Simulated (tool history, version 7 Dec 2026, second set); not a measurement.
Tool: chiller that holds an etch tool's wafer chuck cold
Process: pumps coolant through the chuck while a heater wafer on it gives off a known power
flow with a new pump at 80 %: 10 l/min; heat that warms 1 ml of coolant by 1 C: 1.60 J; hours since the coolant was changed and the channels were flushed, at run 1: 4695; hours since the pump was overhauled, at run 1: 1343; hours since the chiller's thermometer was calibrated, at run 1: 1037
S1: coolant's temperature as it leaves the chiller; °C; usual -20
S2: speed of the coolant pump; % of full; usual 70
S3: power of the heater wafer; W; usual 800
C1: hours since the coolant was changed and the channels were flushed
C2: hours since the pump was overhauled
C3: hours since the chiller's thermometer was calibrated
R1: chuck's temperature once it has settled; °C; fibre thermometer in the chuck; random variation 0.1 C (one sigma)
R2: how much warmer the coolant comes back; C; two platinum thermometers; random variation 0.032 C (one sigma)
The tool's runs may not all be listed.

{"run": 1, "day": 0.0, "S1": -20, "S2": 70, "S3": 800, "C1": 4695, "C2": 1343, "C3": 1037, "R1": -8.8, "R2": 3.57}
{"run": 2, "day": 1.812, "S1": -20, "S2": 70, "S3": 800, "C1": 4739, "C2": 1387, "C3": 1081, "R1": -8.9, "R2": 3.6}
{"run": 3, "day": 3.246, "S1": -20, "S2": 78, "S3": 800, "C1": 4773, "C2": 1421, "C3": 1115, "R1": -9.8, "R2": 3.13}
{"run": 4, "day": 5.204, "S1": -20, "S2": 78, "S3": 800, "C1": 4820, "C2": 1468, "C3": 1162, "R1": -10.1, "R2": 3.24}
{"run": 5, "day": 6.167, "S1": -20, "S2": 70, "S3": 800, "C1": 4843, "C2": 1491, "C3": 1185, "R1": -8.8, "R2": 3.54}
{"run": 6, "day": 8.067, "S1": -20, "S2": 70, "S3": 800, "C1": 4889, "C2": 1537, "C3": 1231, "R1": -8.9, "R2": 3.53}
{"run": 7, "day": 9.329, "S1": -20, "S2": 78, "S3": 800, "C1": 4919, "C2": 1567, "C3": 1261, "R1": -10.0, "R2": 3.16}
{"run": 8, "day": 10.792, "S1": -20, "S2": 78, "S3": 800, "C1": 4954, "C2": 1602, "C3": 1296, "R1": -9.9, "R2": 3.15}
{"run": 9, "day": 11.721, "S1": -20, "S2": 78, "S3": 800, "C1": 4977, "C2": 1624, "C3": 1319, "R1": -10.0, "R2": 3.18}
{"run": 10, "day": 13.625, "S1": -20, "S2": 78, "S3": 800, "C1": 5022, "C2": 1670, "C3": 1364, "R1": -9.9, "R2": 3.13}
{"run": 11, "day": 15.362, "S1": -20, "S2": 78, "S3": 800, "C1": 5064, "C2": 1712, "C3": 1406, "R1": -10.1, "R2": 3.23}
{"run": 12, "day": 17.142, "S1": -20, "S2": 70, "S3": 800, "C1": 5107, "C2": 1755, "C3": 1449, "R1": -8.8, "R2": 3.56}
{"run": 13, "day": 18.05, "S1": -19, "S2": 86, "S3": 531, "C1": 5128, "C2": 1776, "C3": 1470, "R1": -13.0, "R2": 1.9}
{"run": 14, "day": 19.742, "S1": -20, "S2": 63, "S3": 896, "C1": 5169, "C2": 1817, "C3": 1511, "R1": -6.1, "R2": 4.53}
{"day": 19.938, "done": "chiller's thermometer calibrated"}
{"run": 15, "day": 21.138, "S1": -20, "S2": 70, "S3": 686, "C1": 5202, "C2": 1849, "C3": 29, "R1": -10.4, "R2": 3.07}
{"run": 16, "day": 22.246, "S1": -25, "S2": 96, "S3": 686, "C1": 5228, "C2": 1876, "C3": 55, "R1": -18.0, "R2": 2.19}
{"run": 17, "day": 23.296, "S1": -25, "S2": 88, "S3": 901, "C1": 5253, "C2": 1901, "C3": 81, "R1": -15.0, "R2": 3.14}
{"day": 24.162, "done": "chiller's thermometer calibrated, once more"}
{"run": 18, "day": 25.396, "S1": -13, "S2": 73, "S3": 901, "C1": 5303, "C2": 1951, "C3": 30, "R1": -0.7, "R2": 3.83}
{"run": 19, "day": 27.471, "S1": -13, "S2": 73, "S3": 901, "C1": 5353, "C2": 2001, "C3": 79, "R1": -0.7, "R2": 3.89}
{"run": 20, "day": 28.567, "S1": -27, "S2": 83, "S3": 800, "C1": 5379, "C2": 2027, "C3": 106, "R1": -17.3, "R2": 3.0}
{"run": 21, "day": 30.383, "S1": -20, "S2": 90, "S3": 482, "C1": 5422, "C2": 2070, "C3": 149, "R1": -14.6, "R2": 1.64}
{"run": 22, "day": 31.35, "S1": -20, "S2": 90, "S3": 482, "C1": 5446, "C2": 2094, "C3": 173, "R1": -14.6, "R2": 1.61}
{"run": 23, "day": 32.462, "S1": -18, "S2": 96, "S3": 401, "C1": 5472, "C2": 2120, "C3": 199, "R1": -13.9, "R2": 1.31}

The same runs without the tool's hidden state, with the same run-to-run variation:
The hidden state here: heat passed by the chuck's channels, % of clean ones'; flow at a given pump speed, % of a new pump's; coolant's true temperature over the reading, C; drift of the gauge itself on chuck_c, C; drift of the gauge itself on warmer_back_c, C.
run=1 R1=-9.4 R2=3.49
run=2 R1=-9.5 R2=3.51
run=3 R1=-10.4 R2=3.05
run=4 R1=-10.6 R2=3.16
run=5 R1=-9.4 R2=3.44
run=6 R1=-9.6 R2=3.43
run=7 R1=-10.6 R2=3.07
run=8 R1=-10.5 R2=3.07
run=9 R1=-10.6 R2=3.09
run=10 R1=-10.5 R2=3.04
run=11 R1=-10.7 R2=3.14
run=12 R1=-9.5 R2=3.46
run=13 R1=-13.3 R2=1.84
run=14 R1=-7.0 R2=4.40
run=15 R1=-10.9 R2=2.97
run=16 R1=-18.3 R2=2.12
run=17 R1=-15.5 R2=3.04
run=18 R1=-1.7 R2=3.70
run=19 R1=-1.7 R2=3.77
run=20 R1=-18.1 R2=2.90
run=21 R1=-15.1 R2=1.59
run=22 R1=-15.0 R2=1.55
run=23 R1=-14.3 R2=1.27

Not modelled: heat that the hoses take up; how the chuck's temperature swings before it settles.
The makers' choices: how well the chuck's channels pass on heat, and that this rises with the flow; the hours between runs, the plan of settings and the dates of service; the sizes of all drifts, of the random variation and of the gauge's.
